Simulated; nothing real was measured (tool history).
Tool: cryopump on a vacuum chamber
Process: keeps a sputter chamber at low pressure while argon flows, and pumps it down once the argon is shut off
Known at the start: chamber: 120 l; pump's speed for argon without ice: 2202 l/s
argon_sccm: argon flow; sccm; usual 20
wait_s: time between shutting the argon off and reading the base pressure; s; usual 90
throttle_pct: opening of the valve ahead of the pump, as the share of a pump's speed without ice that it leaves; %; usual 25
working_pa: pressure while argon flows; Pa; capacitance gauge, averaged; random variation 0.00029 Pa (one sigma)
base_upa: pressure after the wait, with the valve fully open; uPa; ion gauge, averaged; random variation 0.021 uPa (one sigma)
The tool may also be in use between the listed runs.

run    day  argon_sccm  wait_s  throttle_pct  working_pa  base_upa
  1      0          20      90            25      0.0628      0.57
  2  0.417          20      90            25      0.0628      0.58
  3  0.771          20      90            25      0.0624       0.6
  4  1.288          39      90            25      0.1222      0.61
  5  1.979          17      90            25      0.0535      0.64
  6  2.292          17      90            25      0.0526      0.65
  7  2.767          17      90            25      0.0538      0.62
  8  3.108          17      90            25      0.0531      0.63
  9  3.571          20      87            25      0.0624      0.63
 10  3.967          20      87            25      0.0626      0.66
 11  4.454          20      90            25      0.0625      0.63
 12  4.962          20      90            25      0.0628      0.66
 13  5.304          25      20            52      0.0382      1.38
 14  5.996          25     247            52      0.0385      0.52
 15  6.538          20      30            60      0.0269      1.11
 16  7.088          20      30            60      0.0269      1.11
 17  7.417          21      90            54      0.0314      0.67
 18  7.725           8     125            36       0.018      0.62
 19   8.05           8     125            36      0.0175      0.68

Forecast run 20:
 20  8.467           8     125            36           ?         ?

{"run 20": {"working_pa": 0.0175, "base_upa": 0.66}}
Without the tool's hidden state the same run would have given working_pa 0.0169 Pa, base_upa 0.31 uPa.

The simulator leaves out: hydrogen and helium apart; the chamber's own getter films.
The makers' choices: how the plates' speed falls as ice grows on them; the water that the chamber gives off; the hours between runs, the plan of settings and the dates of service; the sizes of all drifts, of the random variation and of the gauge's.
